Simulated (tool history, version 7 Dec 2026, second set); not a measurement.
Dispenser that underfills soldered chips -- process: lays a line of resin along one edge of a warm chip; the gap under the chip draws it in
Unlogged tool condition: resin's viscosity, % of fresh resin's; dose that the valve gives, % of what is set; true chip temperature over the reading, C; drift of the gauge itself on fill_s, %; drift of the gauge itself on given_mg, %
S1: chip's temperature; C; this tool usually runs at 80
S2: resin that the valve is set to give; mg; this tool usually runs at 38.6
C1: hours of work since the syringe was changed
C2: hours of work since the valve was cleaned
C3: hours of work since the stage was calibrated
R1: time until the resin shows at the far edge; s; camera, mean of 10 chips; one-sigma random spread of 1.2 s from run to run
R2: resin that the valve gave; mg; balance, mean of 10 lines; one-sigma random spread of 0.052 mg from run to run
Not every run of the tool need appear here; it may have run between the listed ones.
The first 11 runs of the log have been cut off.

run   hour  S1    S2  C1  C2   C3     R1     R2
 12   66.2  80  36.2  11  50  238  182.3  35.19
      67.1  -- new syringe of resin
      71.8  -- dispensing valve cleaned and set on the balance
 13   72.1  80  36.2   3   0  241  122.3  36.14
 14   76.1  80  36.2   5   3  244  138.2  36.17
 15   81.7  80  36.2   9   7  248    164  36.04
      85.4  -- new syringe of resin
 16   88.1  80  42.3   2  11  252  116.5  42.01
 17   92.4  80  42.3   5  13  254  133.8  41.98
 18   98.2  91  38.6   8  17  258  117.2  38.27
     102.8  -- new syringe of resin
 19  106.2  74  38.6   2  22  263  147.5  38.23
 20  114.1  85  34.3   8  28  269    138  33.79
 21  118.2  85  34.3  10  30  271  155.4   33.7
     120.3  -- new syringe of resin
 22  123.2  89  38.5   2  33  274   91.3  37.84
 23  130.7  80  48.1   7  38  279  146.4  47.07
 24  135.3  68  41.9  10  41  282  244.4  40.85
     137.5  -- new syringe of resin
 25  142.2  90  44.4   3  46  287     91  43.28
 26  150.3  80  35.9   8  51  292  161.4  35.06
     154.8  -- dispensing valve cleaned and set on the balance
     155.8  -- new syringe of resin
 27  157.2  80  35.9   1   1  296  115.7  35.95
 28  165.1  89  38.6   6   7  301  113.6  38.49
 29  171.9  84  38.6  11  11  305    156  38.49
       173  -- new syringe of resin
 30  180.2  84  38.6   5  16  311  115.5  38.31
 31  185.8  84  38.6   8  20  314  138.8  38.26
     190.7  -- new syringe of resin
 32  191.9  76  46.3   1  24  318  123.5  45.81
 33  197.5  76  44.3   4  28  322  145.1  43.75
 34  203.9  84  33.4   9  32  326  146.6  32.95
     208.2  -- new syringe of resin
 35  208.3  73  47.1   0  34  329  127.3  46.33
 36  214.3  83  35.7   4  38  333  119.2  35.04

Forecast each of these 4 alternatives for the next run:
  A  222.2  82  36.3   9  44  338   ?   ?
  B  222.2  77  42.8   9  44  338   ?   ?
  C  222.2  74  33.1   9  44  338   ?   ?
  D  222.2  85  43.9   9  44  338   ?   ?

run     R1     R2
  A    156  35.59
  B  173.7  41.93
  C  200.8  32.43
  D  138.1  43.01
Without the tool's unlogged condition, the same runs would have read:
run     R1     R2
  A  109.2  36.34
  B  122.4  42.81
  C  140.7  33.11
  D   96.9  43.92
